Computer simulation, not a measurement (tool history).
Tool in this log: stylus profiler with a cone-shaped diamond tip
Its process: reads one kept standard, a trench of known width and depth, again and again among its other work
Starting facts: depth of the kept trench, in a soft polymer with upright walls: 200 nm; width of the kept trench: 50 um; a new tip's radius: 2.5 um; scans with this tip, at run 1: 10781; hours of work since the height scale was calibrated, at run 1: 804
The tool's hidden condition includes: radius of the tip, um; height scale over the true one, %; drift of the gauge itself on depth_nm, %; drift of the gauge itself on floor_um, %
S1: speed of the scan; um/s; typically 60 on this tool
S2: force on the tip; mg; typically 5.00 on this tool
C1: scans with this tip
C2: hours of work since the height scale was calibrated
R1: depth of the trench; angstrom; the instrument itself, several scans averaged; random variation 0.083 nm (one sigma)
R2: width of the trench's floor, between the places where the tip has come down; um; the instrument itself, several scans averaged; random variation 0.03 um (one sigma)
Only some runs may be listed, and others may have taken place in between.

run	hour	S1	S2	C1	C2	R1	R2
1	0.0	60	5.00	10781	804	2023.5	47.52
2	119.4	60	5.00	12041	898	2022.1	47.48
3	228.1	60	5.00	13187	984	2020.7	47.48
4	359.9	60	5.00	14577	1087	2020.6	47.44
# hour 400.5: height scale calibrated on a step standard
5	470.0	32	5.00	15733	55	2033.4	47.48
6	602.1	15	5.00	17127	159	2031.5	47.45
7	705.4	15	5.00	18216	240	2029.9	47.43
8	791.7	15	5.00	19126	308	2028.8	47.44
9	901.4	15	5.00	20283	394	2028.4	47.44
10	1009.1	15	5.00	21419	479	2028.0	47.43
11	1104.2	15	5.00	22422	554	2027.3	47.37
12	1222.4	60	5.00	23669	647	2025.9	47.23
# hour 1233.0: new tip fitted, height scale calibrated
13	1296.2	60	5.00	667	50	2031.4	47.90
14	1423.9	60	5.00	2014	150	2029.0	47.79
15	1510.0	103	5.00	2922	218	2027.0	47.66
16	1626.1	103	5.00	4146	309	2027.1	47.60
17	1737.6	103	5.00	5323	397	2026.9	47.59
18	1855.2	75	5.00	6563	489	2027.2	47.64
19	1959.3	75	5.00	7661	571	2026.5	47.56
20	2088.4	75	5.00	9023	673	2025.0	47.53
21	2157.8	60	3.49	9754	728	2016.9	47.54
22	2235.4	18	5.00	10573	789	2022.7	47.66
23	2312.2	18	2.36	11383	849	2012.0	47.62
24	2374.4	166	4.07	12039	898	2018.1	47.15
25	2430.0	16	5.95	12626	942	2026.6	47.62
26	2560.6	49	9.32	14003	1044	2036.1	47.52
27	2626.9	94	10.67	14703	1097	2041.6	47.44
# hour 2653.1: height scale calibrated on a step standard
28	2737.3	76	10.70	15861	66	2052.3	47.45

Run 29, settings as shown, results not yet in. Your forecast:
29	2818.2	76	10.70	16715	130	?	?

For run 29 the tool returned R1 2053.8 angstrom, R2 47.38 um.
The same run, on a tool lacking any hidden state, would have yielded R1 2054.0 angstrom, R2 47.86 um.
